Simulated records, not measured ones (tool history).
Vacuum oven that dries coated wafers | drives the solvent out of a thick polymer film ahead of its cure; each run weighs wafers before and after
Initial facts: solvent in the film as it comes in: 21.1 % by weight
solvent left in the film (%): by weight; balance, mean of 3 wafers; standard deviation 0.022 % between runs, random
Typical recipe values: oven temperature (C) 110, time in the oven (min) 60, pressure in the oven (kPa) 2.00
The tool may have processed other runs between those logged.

{"run": 1, "hour": 0.0, "oven temperature (C)": 110, "time in the oven (min)": 60, "pressure in the oven (kPa)": 2.0, "solvent left in the film (%)": 4.0}
{"run": 2, "hour": 21.3, "oven temperature (C)": 110, "time in the oven (min)": 60, "pressure in the oven (kPa)": 2.0, "solvent left in the film (%)": 3.99}
{"hour": 53.7, "done": "oven's thermocouples calibrated"}
{"run": 3, "hour": 58.6, "oven temperature (C)": 120, "time in the oven (min)": 60, "pressure in the oven (kPa)": 2.0, "solvent left in the film (%)": 2.16}
{"run": 4, "hour": 94.1, "oven temperature (C)": 110, "time in the oven (min)": 60, "pressure in the oven (kPa)": 2.0, "solvent left in the film (%)": 4.43}
{"run": 5, "hour": 130.1, "oven temperature (C)": 110, "time in the oven (min)": 60, "pressure in the oven (kPa)": 2.0, "solvent left in the film (%)": 4.46}
{"run": 6, "hour": 169.3, "oven temperature (C)": 110, "time in the oven (min)": 60, "pressure in the oven (kPa)": 2.0, "solvent left in the film (%)": 4.44}
{"run": 7, "hour": 195.4, "oven temperature (C)": 110, "time in the oven (min)": 60, "pressure in the oven (kPa)": 2.0, "solvent left in the film (%)": 4.41}
{"run": 8, "hour": 219.2, "oven temperature (C)": 110, "time in the oven (min)": 60, "pressure in the oven (kPa)": 2.0, "solvent left in the film (%)": 4.41}
{"run": 9, "hour": 236.3, "oven temperature (C)": 110, "time in the oven (min)": 60, "pressure in the oven (kPa)": 2.0, "solvent left in the film (%)": 4.37}
{"run": 10, "hour": 257.6, "oven temperature (C)": 110, "time in the oven (min)": 60, "pressure in the oven (kPa)": 2.0, "solvent left in the film (%)": 4.47}
{"run": 11, "hour": 276.0, "oven temperature (C)": 110, "time in the oven (min)": 60, "pressure in the oven (kPa)": 2.0, "solvent left in the film (%)": 4.43}
{"run": 12, "hour": 307.0, "oven temperature (C)": 110, "time in the oven (min)": 60, "pressure in the oven (kPa)": 2.0, "solvent left in the film (%)": 4.41}
{"run": 13, "hour": 339.2, "oven temperature (C)": 124, "time in the oven (min)": 60, "pressure in the oven (kPa)": 2.0, "solvent left in the film (%)": 1.46}
{"run": 14, "hour": 367.8, "oven temperature (C)": 110, "time in the oven (min)": 60, "pressure in the oven (kPa)": 2.0, "solvent left in the film (%)": 4.41}
{"run": 15, "hour": 401.0, "oven temperature (C)": 98, "time in the oven (min)": 60, "pressure in the oven (kPa)": 2.0, "solvent left in the film (%)": 7.96}
{"run": 16, "hour": 440.7, "oven temperature (C)": 108, "time in the oven (min)": 60, "pressure in the oven (kPa)": 2.0, "solvent left in the film (%)": 4.98}
{"run": 17, "hour": 468.8, "oven temperature (C)": 110, "time in the oven (min)": 40, "pressure in the oven (kPa)": 2.0, "solvent left in the film (%)": 6.79}
{"run": 18, "hour": 490.9, "oven temperature (C)": 110, "time in the oven (min)": 40, "pressure in the oven (kPa)": 2.0, "solvent left in the film (%)": 6.87}
{"run": 19, "hour": 523.8, "oven temperature (C)": 110, "time in the oven (min)": 40, "pressure in the oven (kPa)": 2.0, "solvent left in the film (%)": 6.82}
{"run": 20, "hour": 555.2, "oven temperature (C)": 110, "time in the oven (min)": 40, "pressure in the oven (kPa)": 2.0, "solvent left in the film (%)": 6.84}
{"run": 21, "hour": 585.4, "oven temperature (C)": 110, "time in the oven (min)": 40, "pressure in the oven (kPa)": 2.0, "solvent left in the film (%)": 6.81}
{"run": 22, "hour": 623.1, "oven temperature (C)": 112, "time in the oven (min)": 40, "pressure in the oven (kPa)": 7.27, "solvent left in the film (%)": 7.03}
{"hour": 628.3, "done": "vacuum gauge cleaned of residue and calibrated"}
{"run": 23, "hour": 651.7, "oven temperature (C)": 112, "time in the oven (min)": 40, "pressure in the oven (kPa)": 7.27, "solvent left in the film (%)": 7.07}
{"run": 24, "hour": 686.5, "oven temperature (C)": 123, "time in the oven (min)": 55, "pressure in the oven (kPa)": 1.6, "solvent left in the film (%)": 1.86}
{"run": 25, "hour": 705.1, "oven temperature (C)": 110, "time in the oven (min)": 56, "pressure in the oven (kPa)": 1.23, "solvent left in the film (%)": 4.61}
{"run": 26, "hour": 744.3, "oven temperature (C)": 110, "time in the oven (min)": 56, "pressure in the oven (kPa)": 1.23, "solvent left in the film (%)": 4.61}
{"run": 27, "hour": 767.5, "oven temperature (C)": 110, "time in the oven (min)": 56, "pressure in the oven (kPa)": 1.23, "solvent left in the film (%)": 4.61}
{"run": 28, "hour": 783.9, "oven temperature (C)": 121, "time in the oven (min)": 56, "pressure in the oven (kPa)": 6.9, "solvent left in the film (%)": 2.89}
{"run": 29, "hour": 824.1, "oven temperature (C)": 121, "time in the oven (min)": 71, "pressure in the oven (kPa)": 6.9, "solvent left in the film (%)": 2.08}
{"run": 30, "hour": 842.0, "oven temperature (C)": 121, "time in the oven (min)": 71, "pressure in the oven (kPa)": 6.9, "solvent left in the film (%)": 2.08}
{"hour": 860.8, "done": "vacuum gauge cleaned of residue and calibrated, once more"}
{"run": 31, "hour": 868.3, "oven temperature (C)": 114, "time in the oven (min)": 44, "pressure in the oven (kPa)": 2.0, "solvent left in the film (%)": 5.01}
{"run": 32, "hour": 897.3, "oven temperature (C)": 104, "time in the oven (min)": 35, "pressure in the oven (kPa)": 3.22, "solvent left in the film (%)": 9.37}
{"run": 33, "hour": 930.8, "oven temperature (C)": 96, "time in the oven (min)": 61, "pressure in the oven (kPa)": 2.0, "solvent left in the film (%)": 8.31}

What would each run have given without the hidden state, its run-to-run variation left as it was?
The hidden state here: true wafer temperature over the reading, C; true pressure over the reading, kPa; drift of the gauge itself on solvent_pct, %.
run=1 solvent_left_in_the_film_(%)=4.35
run=2 solvent_left_in_the_film_(%)=4.34
run=3 solvent_left_in_the_film_(%)=2.08
run=4 solvent_left_in_the_film_(%)=4.32
run=5 solvent_left_in_the_film_(%)=4.36
run=6 solvent_left_in_the_film_(%)=4.34
run=7 solvent_left_in_the_film_(%)=4.32
run=8 solvent_left_in_the_film_(%)=4.33
run=9 solvent_left_in_the_film_(%)=4.28
run=10 solvent_left_in_the_film_(%)=4.39
run=11 solvent_left_in_the_film_(%)=4.35
run=12 solvent_left_in_the_film_(%)=4.34
run=13 solvent_left_in_the_film_(%)=1.42
run=14 solvent_left_in_the_film_(%)=4.35
run=15 solvent_left_in_the_film_(%)=7.90
run=16 solvent_left_in_the_film_(%)=4.94
run=17 solvent_left_in_the_film_(%)=6.76
run=18 solvent_left_in_the_film_(%)=6.84
run=19 solvent_left_in_the_film_(%)=6.80
run=20 solvent_left_in_the_film_(%)=6.83
run=21 solvent_left_in_the_film_(%)=6.81
run=22 solvent_left_in_the_film_(%)=7.04
run=23 solvent_left_in_the_film_(%)=7.06
run=24 solvent_left_in_the_film_(%)=1.85
run=25 solvent_left_in_the_film_(%)=4.61
run=26 solvent_left_in_the_film_(%)=4.61
run=27 solvent_left_in_the_film_(%)=4.61
run=28 solvent_left_in_the_film_(%)=2.89
run=29 solvent_left_in_the_film_(%)=2.07
run=30 solvent_left_in_the_film_(%)=2.08
run=31 solvent_left_in_the_film_(%)=5.10
run=32 solvent_left_in_the_film_(%)=9.47
run=33 solvent_left_in_the_film_(%)=8.43

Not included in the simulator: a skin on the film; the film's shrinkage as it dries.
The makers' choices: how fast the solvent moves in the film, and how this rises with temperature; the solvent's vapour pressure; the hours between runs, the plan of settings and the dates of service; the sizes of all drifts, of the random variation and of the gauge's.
